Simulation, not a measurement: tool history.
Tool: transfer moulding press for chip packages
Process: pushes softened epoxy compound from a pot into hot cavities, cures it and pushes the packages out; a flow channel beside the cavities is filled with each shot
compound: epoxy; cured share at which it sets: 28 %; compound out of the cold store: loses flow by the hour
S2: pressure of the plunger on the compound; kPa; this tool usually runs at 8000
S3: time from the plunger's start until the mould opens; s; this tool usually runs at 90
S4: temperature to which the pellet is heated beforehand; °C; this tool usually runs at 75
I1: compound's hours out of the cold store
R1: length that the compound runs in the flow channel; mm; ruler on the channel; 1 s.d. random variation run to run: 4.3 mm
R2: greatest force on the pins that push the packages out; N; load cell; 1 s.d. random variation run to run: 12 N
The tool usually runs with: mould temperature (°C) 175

Run 1, hour 0.0: usual settings; I1 39.2. Result: R1 670 mm, R2 580 N.
At hour 14.9: cavities cleaned with cleaning compound and waxed.
Run 2, hour 35.6: usual settings; I1 39.0. Result: R1 665 mm, R2 578 N.
At hour 59.0: cavities cleaned with cleaning compound and waxed.
Run 3, hour 71.1: usual settings; I1 34.5. Result: R1 684 mm, R2 573 N.
Run 4, hour 93.6: usual settings but S3 89 s; I1 16.3. Result: R1 724 mm, R2 606 N.
At hour 102.1: cavities cleaned with cleaning compound and waxed.
Run 5, hour 111.7: usual settings but S3 89 s; I1 39.5. Result: R1 670 mm, R2 579 N.
Run 6, hour 128.0: usual settings but S3 89 s; I1 26.3. Result: R1 705 mm, R2 600 N.
At hour 139.0: plunger's sealing rings changed.
At hour 147.5: cavities cleaned with cleaning compound and waxed.
Run 7, hour 158.0: usual settings but S3 89 s; I1 27.9. Result: R1 699 mm, R2 599 N.
Run 8, hour 180.6: usual settings but S3 89 s; I1 21.2. Result: R1 702 mm, R2 588 N.
At hour 189.6: cavities cleaned with cleaning compound and waxed.
Run 9, hour 220.8: usual settings but S2 8490 kPa, S3 112 s, S4 68 °C; I1 13.6. Result: R1 749 mm, R2 472 N.
At hour 232.8: cavities cleaned with cleaning compound and waxed.
Run 10, hour 248.9: usual settings but S2 8490 kPa, S3 112 s, S4 68 °C; I1 15.5. Result: R1 753 mm, R2 459 N.
At hour 274.7: cavities cleaned with cleaning compound and waxed.
Run 11, hour 277.5: usual settings but S4 80 °C; I1 9.9. Result: R1 739 mm, R2 606 N.
Run 12, hour 307.0: usual settings but mould temperature (°C) 171, S2 6800 kPa, S4 83 °C; I1 30.8. Result: R1 641 mm, R2 720 N.

Forecast run 13:
At hour 316.2: cavities cleaned with cleaning compound and waxed.
Run 13, hour 344.6: usual settings but mould temperature (°C) 169, S2 6860 kPa, S3 77 s, S4 77 °C; I1 18.8. Result: R1 ?, R2 ?.

Run 13 gave R1 675 mm, R2 1268 N.
Take away the tool's hidden state, keep the run-to-run variation as it was, and the same run would have given R1 675 mm, R2 1264 N.
